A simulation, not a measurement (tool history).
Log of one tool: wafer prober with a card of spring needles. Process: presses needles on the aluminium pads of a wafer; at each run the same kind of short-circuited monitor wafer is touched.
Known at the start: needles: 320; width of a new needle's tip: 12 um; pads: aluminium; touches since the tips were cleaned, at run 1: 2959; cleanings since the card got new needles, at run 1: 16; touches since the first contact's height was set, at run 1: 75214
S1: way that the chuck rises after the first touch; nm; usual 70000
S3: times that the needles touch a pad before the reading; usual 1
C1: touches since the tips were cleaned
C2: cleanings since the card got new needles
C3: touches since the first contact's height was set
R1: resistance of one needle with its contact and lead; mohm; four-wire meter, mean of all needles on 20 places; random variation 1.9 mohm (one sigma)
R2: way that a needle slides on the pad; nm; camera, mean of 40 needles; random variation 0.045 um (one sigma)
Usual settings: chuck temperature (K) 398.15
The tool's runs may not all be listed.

{"run": 1, "day": 0.0, "S1": 70000, "chuck temperature (K)": 398.15, "S3": 1, "C1": 2959, "C2": 16, "C3": 75214, "R1": 215, "R2": 9330}
{"day": 0.254, "done": "tips cleaned on abrasive film"}
{"run": 2, "day": 0.35, "S1": 70000, "chuck temperature (K)": 398.15, "S3": 1, "C1": 468, "C2": 17, "C3": 76921, "R1": 207, "R2": 9320}
{"run": 3, "day": 0.958, "S1": 70000, "chuck temperature (K)": 398.15, "S3": 1, "C1": 3483, "C2": 17, "C3": 79936, "R1": 218, "R2": 9240}
{"day": 1.142, "done": "tips cleaned on abrasive film"}
{"run": 4, "day": 1.471, "S1": 70000, "chuck temperature (K)": 398.15, "S3": 1, "C1": 1626, "C2": 18, "C3": 82449, "R1": 216, "R2": 9280}
{"day": 2.012, "done": "tips cleaned on abrasive film"}
{"run": 5, "day": 2.138, "S1": 70000, "chuck temperature (K)": 398.15, "S3": 1, "C1": 617, "C2": 19, "C3": 85712, "R1": 214, "R2": 9230}
{"day": 2.842, "done": "tips cleaned on abrasive film"}
{"run": 6, "day": 2.983, "S1": 70000, "chuck temperature (K)": 330.15, "S3": 1, "C1": 704, "C2": 20, "C3": 89883, "R1": 195, "R2": 9180}
{"day": 3.683, "done": "tips cleaned on abrasive film"}
{"run": 7, "day": 3.767, "S1": 70000, "chuck temperature (K)": 330.15, "S3": 1, "C1": 422, "C2": 21, "C3": 93741, "R1": 193, "R2": 9250}
{"run": 8, "day": 4.304, "S1": 70000, "chuck temperature (K)": 398.15, "S3": 1, "C1": 3067, "C2": 21, "C3": 96386, "R1": 218, "R2": 9160}
{"day": 4.504, "done": "tips cleaned on abrasive film"}
{"run": 9, "day": 4.988, "S1": 70000, "chuck temperature (K)": 398.15, "S3": 1, "C1": 2385, "C2": 22, "C3": 99753, "R1": 215, "R2": 9230}
{"day": 5.329, "done": "tips cleaned on abrasive film"}
{"run": 10, "day": 5.425, "S1": 70000, "chuck temperature (K)": 398.15, "S3": 1, "C1": 472, "C2": 23, "C3": 101896, "R1": 208, "R2": 9230}
{"day": 6.154, "done": "tips cleaned on abrasive film"}
{"run": 11, "day": 6.154, "S1": 70000, "chuck temperature (K)": 398.15, "S3": 1, "C1": 0, "C2": 24, "C3": 105480, "R1": 207, "R2": 9220}
{"run": 12, "day": 6.825, "S1": 70000, "chuck temperature (K)": 398.15, "S3": 1, "C1": 3314, "C2": 24, "C3": 108794, "R1": 221, "R2": 9200}
{"day": 7.008, "done": "tips cleaned on abrasive film"}
{"run": 13, "day": 7.192, "S1": 70000, "chuck temperature (K)": 398.15, "S3": 1, "C1": 892, "C2": 25, "C3": 110577, "R1": 212, "R2": 9180}
{"run": 14, "day": 7.725, "S1": 70000, "chuck temperature (K)": 398.15, "S3": 1, "C1": 3535, "C2": 25, "C3": 113220, "R1": 215, "R2": 9170}
{"day": 7.842, "done": "tips cleaned on abrasive film"}
{"run": 15, "day": 8.108, "S1": 70000, "chuck temperature (K)": 398.15, "S3": 1, "C1": 1321, "C2": 26, "C3": 115097, "R1": 210, "R2": 9150}
{"day": 8.667, "done": "tips cleaned on abrasive film"}
{"run": 16, "day": 8.754, "S1": 70000, "chuck temperature (K)": 398.15, "S3": 2, "C1": 431, "C2": 27, "C3": 118261, "R1": 204, "R2": 9240}
{"run": 17, "day": 9.246, "S1": 70000, "chuck temperature (K)": 313.15, "S3": 1, "C1": 2871, "C2": 27, "C3": 120701, "R1": 199, "R2": 9090}
{"day": 9.504, "done": "tips cleaned on abrasive film"}
{"run": 18, "day": 9.621, "S1": 70000, "chuck temperature (K)": 346.15, "S3": 2, "C1": 562, "C2": 28, "C3": 122529, "R1": 196, "R2": 9070}
{"run": 19, "day": 10.062, "S1": 70000, "chuck temperature (K)": 346.15, "S3": 2, "C1": 2756, "C2": 28, "C3": 124723, "R1": 204, "R2": 9050}
{"day": 10.346, "done": "tips cleaned on abrasive film"}
{"run": 20, "day": 10.412, "S1": 70000, "chuck temperature (K)": 305.15, "S3": 1, "C1": 324, "C2": 29, "C3": 126427, "R1": 189, "R2": 9120}
{"run": 21, "day": 11.125, "S1": 70000, "chuck temperature (K)": 305.15, "S3": 1, "C1": 3850, "C2": 29, "C3": 129953, "R1": 203, "R2": 9110}
{"day": 11.188, "done": "tips cleaned on abrasive film"}
{"run": 22, "day": 11.567, "S1": 70000, "chuck temperature (K)": 305.15, "S3": 1, "C1": 1881, "C2": 30, "C3": 132115, "R1": 200, "R2": 9110}
{"day": 12.067, "done": "tips cleaned on abrasive film"}
{"run": 23, "day": 12.154, "S1": 52000, "chuck temperature (K)": 398.15, "S3": 1, "C1": 444, "C2": 31, "C3": 135004, "R1": 214, "R2": 6690}
{"run": 24, "day": 12.867, "S1": 52000, "chuck temperature (K)": 398.15, "S3": 1, "C1": 3963, "C2": 31, "C3": 138523, "R1": 235, "R2": 6560}
{"day": 12.946, "done": "tips cleaned on abrasive film"}
{"run": 25, "day": 13.621, "S1": 79000, "chuck temperature (K)": 376.15, "S3": 3, "C1": 3323, "C2": 32, "C3": 142218, "R1": 202, "R2": 10320}
{"day": 13.796, "done": "tips cleaned on abrasive film"}
{"run": 26, "day": 14.183, "S1": 70000, "chuck temperature (K)": 398.15, "S3": 2, "C1": 1910, "C2": 33, "C3": 144984, "R1": 211, "R2": 8990}
{"day": 14.638, "done": "tips cleaned on abrasive film"}
{"run": 27, "day": 14.808, "S1": 73000, "chuck temperature (K)": 329.15, "S3": 2, "C1": 826, "C2": 34, "C3": 148050, "R1": 193, "R2": 9420}
{"run": 28, "day": 15.288, "S1": 55000, "chuck temperature (K)": 329.15, "S3": 2, "C1": 3197, "C2": 34, "C3": 150421, "R1": 206, "R2": 6960}

The next listed run, before its measurement:
{"day": 15.5, "done": "tips cleaned on abrasive film"}
{"run": 29, "day": 16.129, "S1": 55000, "chuck temperature (K)": 329.15, "S3": 2, "C1": 3107, "C2": 35, "C3": 154567, "R1": "?", "R2": "?"}

{"run 29": {"R1": 206, "R2": 6970}}
Without the tool's hidden state the same run would have given R1 190 mohm, R2 7440 nm.
